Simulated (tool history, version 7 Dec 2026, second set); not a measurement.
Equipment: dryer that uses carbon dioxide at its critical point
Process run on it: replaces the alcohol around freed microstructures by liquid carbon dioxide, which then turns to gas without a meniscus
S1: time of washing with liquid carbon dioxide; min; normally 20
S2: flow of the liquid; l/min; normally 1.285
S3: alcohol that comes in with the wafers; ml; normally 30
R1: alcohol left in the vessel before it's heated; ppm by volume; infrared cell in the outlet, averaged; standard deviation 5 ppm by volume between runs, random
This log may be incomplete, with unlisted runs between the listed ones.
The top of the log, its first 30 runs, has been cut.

At day 16.092: inlet filter changed.
Run 31, day 16.454: usual settings but S1 26 min, S2 2.1 l/min, S3 27 ml. Result: R1 121 ppm by volume.
Run 32, day 17.238: usual settings but S1 26 min, S2 2.1 l/min, S3 27 ml. Result: R1 131 ppm by volume.
Run 33, day 17.55: usual settings but S1 27 min, S2 2.08 l/min, S3 52 ml. Result: R1 124 ppm by volume.
Run 34, day 18.033: usual settings but S1 27 min, S2 2.08 l/min, S3 52 ml. Result: R1 138 ppm by volume.
Run 35, day 18.417: usual settings but S1 18 min, S2 2.16 l/min, S3 65 ml. Result: R1 133 ppm by volume.
Run 36, day 18.754: usual settings but S1 18 min, S2 2.16 l/min, S3 65 ml. Result: R1 135 ppm by volume.
Run 37, day 19.3: usual settings but S1 18 min, S2 2.16 l/min, S3 65 ml. Result: R1 152 ppm by volume.
Run 38, day 19.654: usual settings but S1 17 min. Result: R1 184 ppm by volume.
Run 39, day 20.354: usual settings but S1 31 min, S2 1.39 l/min, S3 103 ml. Result: R1 135 ppm by volume.

What if the next run were any one of these 3? Each begins from the tool's condition after run 39:
Run A, day 20.983: usual settings but S1 31 min, S2 1.39 l/min, S3 47 ml. Result: R1 ?.
Run B, day 20.983: usual settings but S1 27 min, S2 1.22 l/min. Result: R1 ?.
Run C, day 20.983: usual settings but S1 31 min, S2 1.39 l/min, S3 53 ml. Result: R1 ?.

run   R1
  A  149
  B  139
  C  148
With no hidden state in the tool, these same runs would have given:
run  R1
  A  12
  B   3
  C   7
